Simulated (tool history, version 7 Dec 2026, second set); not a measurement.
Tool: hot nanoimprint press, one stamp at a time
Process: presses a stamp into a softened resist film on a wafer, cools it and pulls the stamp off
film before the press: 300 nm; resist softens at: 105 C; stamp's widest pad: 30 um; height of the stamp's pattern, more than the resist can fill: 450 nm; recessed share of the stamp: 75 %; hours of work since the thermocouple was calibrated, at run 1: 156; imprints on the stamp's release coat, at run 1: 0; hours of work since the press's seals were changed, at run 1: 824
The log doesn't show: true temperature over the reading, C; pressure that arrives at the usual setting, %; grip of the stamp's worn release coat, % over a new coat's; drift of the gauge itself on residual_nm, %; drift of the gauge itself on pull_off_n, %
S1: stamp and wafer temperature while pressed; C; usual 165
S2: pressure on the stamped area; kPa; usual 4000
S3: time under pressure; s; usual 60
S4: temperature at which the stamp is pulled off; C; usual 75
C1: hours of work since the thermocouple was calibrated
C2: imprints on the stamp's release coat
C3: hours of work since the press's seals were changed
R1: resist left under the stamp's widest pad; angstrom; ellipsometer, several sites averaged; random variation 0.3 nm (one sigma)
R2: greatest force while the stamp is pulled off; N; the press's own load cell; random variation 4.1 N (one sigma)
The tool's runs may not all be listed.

run   hour   S1    S2   S3  S4   C1    C2   C3    R1   R2
  1      0  165  4000   60  75  156     0  824  1738  197
  2   23.7  165  4000   60  68  167    67  834  1731  224
      34.6  -- press's hydraulic seals changed and the load cell set to zero
  3     79  165  4000   60  68  188   202   20  1687  235
  4  112.4  161  4000   60  75  203   297   35  1963  214
  5  144.2  161  4000   60  75  218   387   49  1959  208
  6  172.1  165  3220   60  75  230   467   62  1826  214
  7  206.2  165  3220   60  75  245   564   77  1828  216
  8    232  165  3220   60  75  257   637   89  1832  222
  9  278.1  165  3220   60  75  278   768  109  1818  227
     317.5  -- plate thermocouple calibrated
 10  322.7  165  3220   60  75    2   886  128  1860  232
 11  357.4  165  4000   60  75   18   985  144  1708  233
 12  382.2  165  4000   46  75   29  1055  155  1860  249
 13  412.6  174  2690   33  65   43  1142  168  1733  274
 14  444.1  165  4000   55  75   57  1231  183  1750  249
 15  477.2  165  4000   42  75   72  1325  197  1900  252
 16  503.3  165  4000   42  75   83  1400  209  1894  261
 17  538.5  165  4000   42  75   99  1500  225  1901  263
 18    569  166  3120   96  82  113  1586  239  1549  248
 19  595.7  167  4040   80  61  125  1662  251  1405  324
 20  616.8  167  4040   80  61  134  1722  260  1413  320
 21  663.8  177  4820   80  61  156  1856  281   829  333
 22  691.5  156  4000   49  75  168  1935  294  2397  276
 23  714.5  156  4000  104  74  178  2000  304  2044  292
     723.5  -- stamp cleaned and given a new release coat
 24  740.8  170  4370   36  75  188    50  313  1584  199

Some steps in R1 between neighbouring runs. How much of each would the tool show without its hidden state too (settings, what came in, random variation), and how much is left for the hidden state, with any gauge scatter that isn't in both results?
Run 2 -> 3: press's hydraulic seals changed and the load cell set to zero. R1 -44 angstrom: hidden state -44, all else +0.
Run 9 -> 10: plate thermocouple calibrated. R1 +42 angstrom: hidden state +41, all else +1.
Run 20 -> 21: S1 167 -> 177, S2 4040 -> 4820. R1 -584 angstrom: hidden state +6, all else -590.
Run 21 -> 22: S1 177 -> 156, S2 4820 -> 4000, S3 80 -> 49, S4 61 -> 75. R1 +1568 angstrom: hidden state -12, all else +1580.
